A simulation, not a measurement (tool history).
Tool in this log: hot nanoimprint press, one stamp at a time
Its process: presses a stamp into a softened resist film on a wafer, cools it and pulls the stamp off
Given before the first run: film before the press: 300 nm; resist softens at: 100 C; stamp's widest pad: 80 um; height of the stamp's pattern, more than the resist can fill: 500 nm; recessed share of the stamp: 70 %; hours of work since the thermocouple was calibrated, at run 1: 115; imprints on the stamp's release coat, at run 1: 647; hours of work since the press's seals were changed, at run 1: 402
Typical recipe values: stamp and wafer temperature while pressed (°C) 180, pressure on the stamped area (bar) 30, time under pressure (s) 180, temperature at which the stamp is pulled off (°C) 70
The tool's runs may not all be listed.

run	hour	stamp and wafer temperature while pressed (°C)	pressure on the stamped area (bar)	time under pressure (s)	temperature at which the stamp is pulled off (°C)	hours of work since the thermocouple was calibrated	imprints on the stamp's release coat	hours of work since the press's seals were changed	resist left under the stamp's widest pad (Å)	greatest force while the stamp is pulled off (N)
1	0	180	30	180	70	115	647	402	1355	236
2	51.2	180	25.4	180	70	154	865	441	1447	228
# hour 75: stamp cleaned and given a new release coat
3	100.1	180	30	180	70	187	107	473	1354	229
4	146.1	180	30	180	62	222	303	508	1349	245
5	204.4	180	30	180	62	266	551	553	1351	241
6	254.3	180	30	180	62	304	764	591	1351	255
# hour 303.9: stamp cleaned and given a new release coat
7	306.9	180	30	180	62	340	12	626	1359	247
8	343.3	180	29.5	180	70	367	168	654	1364	224
# hour 368: plate thermocouple calibrated
9	376.6	180	30	180	76	6	297	677	1358	212
10	404.5	180	30	180	69	28	416	698	1364	227
11	434.9	180	30	180	69	51	545	721	1360	232
12	484.2	189	20.1	288	58	88	756	759	894	263
# hour 534.2: stamp cleaned and given a new release coat
13	534.2	180	30	262	64	122	0	792	1171	244
14	576.5	182	22.3	211	66	154	180	824	1329	235
15	634.6	180	30	124	70	198	428	868	1564	228
16	674.2	178	30	183	63	228	597	899	1474	247
17	712	184	30.5	330	56	257	758	927	880	265
18	747.2	184	30.5	330	56	284	908	954	870	261
# hour 761.8: stamp cleaned and given a new release coat
19	805.1	184	30.5	330	56	323	184	994	877	270
20	848.8	177	30.5	330	56	357	371	1027	1220	258
21	878.5	190	30	318	70	379	497	1049	681	229

Each row is a separate what-if for the run after 21, all from the same tool condition, not one after another. Results?
# hour 885: plate thermocouple calibrated
A	924	185	30	358	70	30	678	1082	?	?
# hour 885: plate thermocouple calibrated
B	924	178	34.7	106	70	30	678	1082	?	?
# hour 885: plate thermocouple calibrated
C	924	173	30	206	70	30	678	1082	?	?
# hour 885: plate thermocouple calibrated
D	924	190	30	151	70	30	678	1082	?	?

run	resist left under the stamp's widest pad (Å)	greatest force while the stamp is pulled off (N)
A	817	228
B	1709	224
C	1753	223
D	953	233
Take away the tool's hidden state, keep each run's random variation, and the runs would have read:
run	resist left under the stamp's widest pad (Å)	greatest force while the stamp is pulled off (N)
A	804	226
B	1683	222
C	1726	221
D	938	231
